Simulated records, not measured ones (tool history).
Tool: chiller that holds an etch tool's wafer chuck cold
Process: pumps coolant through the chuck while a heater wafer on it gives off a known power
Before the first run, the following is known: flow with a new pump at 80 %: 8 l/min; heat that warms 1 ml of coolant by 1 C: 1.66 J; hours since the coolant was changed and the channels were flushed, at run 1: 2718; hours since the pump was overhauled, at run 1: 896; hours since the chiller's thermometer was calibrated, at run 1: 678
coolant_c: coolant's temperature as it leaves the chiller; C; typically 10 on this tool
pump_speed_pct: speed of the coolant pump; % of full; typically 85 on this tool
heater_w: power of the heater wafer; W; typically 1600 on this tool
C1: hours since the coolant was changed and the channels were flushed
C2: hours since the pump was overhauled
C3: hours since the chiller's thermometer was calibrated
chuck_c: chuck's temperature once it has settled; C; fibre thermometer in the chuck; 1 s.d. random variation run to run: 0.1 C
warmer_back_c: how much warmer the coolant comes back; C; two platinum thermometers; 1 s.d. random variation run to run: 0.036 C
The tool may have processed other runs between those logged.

{"run": 1, "hour": 0.0, "coolant_c": 10, "pump_speed_pct": 85, "heater_w": 1600, "C1": 2718, "C2": 896, "C3": 678, "chuck_c": 22.0, "warmer_back_c": 6.83}
{"run": 2, "hour": 19.0, "coolant_c": 10, "pump_speed_pct": 85, "heater_w": 1600, "C1": 2737, "C2": 915, "C3": 697, "chuck_c": 22.1, "warmer_back_c": 6.75}
{"run": 3, "hour": 36.8, "coolant_c": 10, "pump_speed_pct": 85, "heater_w": 1600, "C1": 2755, "C2": 932, "C3": 715, "chuck_c": 22.1, "warmer_back_c": 6.75}
{"run": 4, "hour": 68.7, "coolant_c": 10, "pump_speed_pct": 64, "heater_w": 1600, "C1": 2787, "C2": 964, "C3": 747, "chuck_c": 25.3, "warmer_back_c": 8.98}
{"run": 5, "hour": 92.5, "coolant_c": 10, "pump_speed_pct": 64, "heater_w": 1600, "C1": 2811, "C2": 988, "C3": 771, "chuck_c": 25.3, "warmer_back_c": 9.01}
{"run": 6, "hour": 112.6, "coolant_c": 10, "pump_speed_pct": 64, "heater_w": 1600, "C1": 2831, "C2": 1008, "C3": 791, "chuck_c": 25.1, "warmer_back_c": 8.96}
{"run": 7, "hour": 140.2, "coolant_c": 10, "pump_speed_pct": 64, "heater_w": 1600, "C1": 2858, "C2": 1036, "C3": 818, "chuck_c": 25.2, "warmer_back_c": 8.88}
{"run": 8, "hour": 172.8, "coolant_c": 10, "pump_speed_pct": 64, "heater_w": 1600, "C1": 2891, "C2": 1068, "C3": 851, "chuck_c": 25.2, "warmer_back_c": 8.93}
{"run": 9, "hour": 199.6, "coolant_c": 10, "pump_speed_pct": 64, "heater_w": 1600, "C1": 2918, "C2": 1095, "C3": 878, "chuck_c": 25.2, "warmer_back_c": 8.89}
{"run": 10, "hour": 223.9, "coolant_c": 10, "pump_speed_pct": 64, "heater_w": 1600, "C1": 2942, "C2": 1120, "C3": 902, "chuck_c": 25.2, "warmer_back_c": 8.93}
{"run": 11, "hour": 253.7, "coolant_c": 10, "pump_speed_pct": 64, "heater_w": 1600, "C1": 2972, "C2": 1149, "C3": 932, "chuck_c": 25.3, "warmer_back_c": 8.84}
{"run": 12, "hour": 271.8, "coolant_c": 10, "pump_speed_pct": 85, "heater_w": 2170, "C1": 2990, "C2": 1167, "C3": 950, "chuck_c": 26.1, "warmer_back_c": 9.08}
{"run": 13, "hour": 303.5, "coolant_c": 10, "pump_speed_pct": 85, "heater_w": 1392, "C1": 3022, "C2": 1199, "C3": 982, "chuck_c": 20.6, "warmer_back_c": 5.66}
{"run": 14, "hour": 328.6, "coolant_c": 10, "pump_speed_pct": 85, "heater_w": 1392, "C1": 3047, "C2": 1224, "C3": 1007, "chuck_c": 20.4, "warmer_back_c": 5.65}
{"run": 15, "hour": 348.0, "coolant_c": 10, "pump_speed_pct": 85, "heater_w": 1392, "C1": 3066, "C2": 1244, "C3": 1026, "chuck_c": 20.3, "warmer_back_c": 5.65}
{"hour": 370.3, "done": "gauge calibrated"}
{"run": 16, "hour": 370.3, "coolant_c": 10, "pump_speed_pct": 85, "heater_w": 1392, "C1": 3088, "C2": 1266, "C3": 1048, "chuck_c": 20.4, "warmer_back_c": 5.86}
{"run": 17, "hour": 386.0, "coolant_c": 10, "pump_speed_pct": 85, "heater_w": 1392, "C1": 3104, "C2": 1282, "C3": 1064, "chuck_c": 20.5, "warmer_back_c": 5.85}
{"run": 18, "hour": 417.3, "coolant_c": 10, "pump_speed_pct": 85, "heater_w": 2025, "C1": 3136, "C2": 1313, "C3": 1095, "chuck_c": 25.0, "warmer_back_c": 8.54}
{"run": 19, "hour": 446.2, "coolant_c": 10, "pump_speed_pct": 81, "heater_w": 860, "C1": 3164, "C2": 1342, "C3": 1124, "chuck_c": 16.8, "warmer_back_c": 3.78}

Expected results for the next run?
{"run": 20, "hour": 475.9, "coolant_c": 17, "pump_speed_pct": 89, "heater_w": 1344, "C1": 3194, "C2": 1371, "C3": 1154, "chuck_c": "?", "warmer_back_c": "?"}

{"run 20": {"chuck_c": 26.7, "warmer_back_c": 5.38}}
If the tool had no hidden condition, the same run with the same run-to-run variation would have returned chuck_c 26.7 C, warmer_back_c 5.45 C.
